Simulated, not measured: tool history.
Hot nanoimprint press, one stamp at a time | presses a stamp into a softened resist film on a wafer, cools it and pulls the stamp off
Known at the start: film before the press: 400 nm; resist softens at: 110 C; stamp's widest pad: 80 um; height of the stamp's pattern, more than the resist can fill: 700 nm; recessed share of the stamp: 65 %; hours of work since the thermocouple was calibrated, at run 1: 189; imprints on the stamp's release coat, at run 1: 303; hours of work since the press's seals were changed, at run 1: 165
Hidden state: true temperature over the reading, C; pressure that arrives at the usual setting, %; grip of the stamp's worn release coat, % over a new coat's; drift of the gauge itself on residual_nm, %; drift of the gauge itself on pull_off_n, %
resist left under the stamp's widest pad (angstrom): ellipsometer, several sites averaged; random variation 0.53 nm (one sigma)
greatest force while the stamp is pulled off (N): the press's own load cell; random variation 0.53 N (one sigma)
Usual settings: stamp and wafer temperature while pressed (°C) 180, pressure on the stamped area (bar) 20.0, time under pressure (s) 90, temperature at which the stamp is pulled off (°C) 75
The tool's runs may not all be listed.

run	hour	stamp and wafer temperature while pressed (°C)	pressure on the stamped area (bar)	time under pressure (s)	temperature at which the stamp is pulled off (°C)	hours of work since the thermocouple was calibrated	imprints on the stamp's release coat	hours of work since the press's seals were changed	resist left under the stamp's widest pad (angstrom)	greatest force while the stamp is pulled off (N)
1	0.0	180	20.0	90	75	189	303	165	1930	108.8
2	11.9	180	20.0	90	75	195	343	171	1921	108.9
3	28.0	180	20.0	82	75	202	397	179	1993	108.8
4	36.4	180	20.0	82	75	206	425	183	1993	109.4
5	45.1	180	20.0	90	75	211	454	187	1935	109.6
6	58.5	180	20.0	90	75	217	499	193	1931	111.2
7	72.1	180	20.0	90	75	224	544	200	1933	109.7
8	89.2	180	20.0	103	75	232	601	208	1835	111.6
# hour 104.7: stamp cleaned and given a new release coat
9	111.1	180	20.0	103	75	239	22	215	1826	105.1
10	125.4	180	20.0	103	75	246	70	222	1826	104.7
# hour 129.6: plate thermocouple calibrated
11	141.9	180	20.0	103	75	6	115	229	1790	106.2
12	160.3	177	27.2	58	72	15	176	238	2198	111.9
13	172.1	187	20.0	90	75	20	215	243	1361	106.2
14	191.8	187	20.0	90	75	30	281	253	1359	107.3
15	204.2	178	31.6	90	75	36	323	259	1678	106.8
16	217.1	178	31.6	90	75	42	365	265	1679	107.8
# hour 230.9: plate thermocouple calibrated, once more
17	239.9	175	28.9	126	62	4	432	274	1882	137.3
18	258.6	181	28.2	90	75	13	494	283	1600	111.3
19	275.4	181	28.2	90	75	21	550	291	1607	110.8
20	290.8	178	15.9	68	75	29	601	299	2558	111.7
# hour 306.1: stamp cleaned and given a new release coat
21	315.6	178	15.9	68	75	38	32	308	2554	106.5
22	330.9	178	15.9	68	75	45	83	315	2545	107.3

Forecast each of these 3 alternatives for the next run:
A	340.8	178	22.1	68	75	50	116	320	?	?
B	340.8	183	31.3	90	75	50	116	320	?	?
C	340.8	180	28.5	90	75	50	116	320	?	?

run	resist left under the stamp's widest pad (angstrom)	greatest force while the stamp is pulled off (N)
A	2271	106.9
B	1382	106.6
C	1678	107.2
Without the tool's hidden state the same runs would have given:
run	resist left under the stamp's widest pad (angstrom)	greatest force while the stamp is pulled off (N)
A	2278	106.3
B	1379	106.0
C	1678	106.6

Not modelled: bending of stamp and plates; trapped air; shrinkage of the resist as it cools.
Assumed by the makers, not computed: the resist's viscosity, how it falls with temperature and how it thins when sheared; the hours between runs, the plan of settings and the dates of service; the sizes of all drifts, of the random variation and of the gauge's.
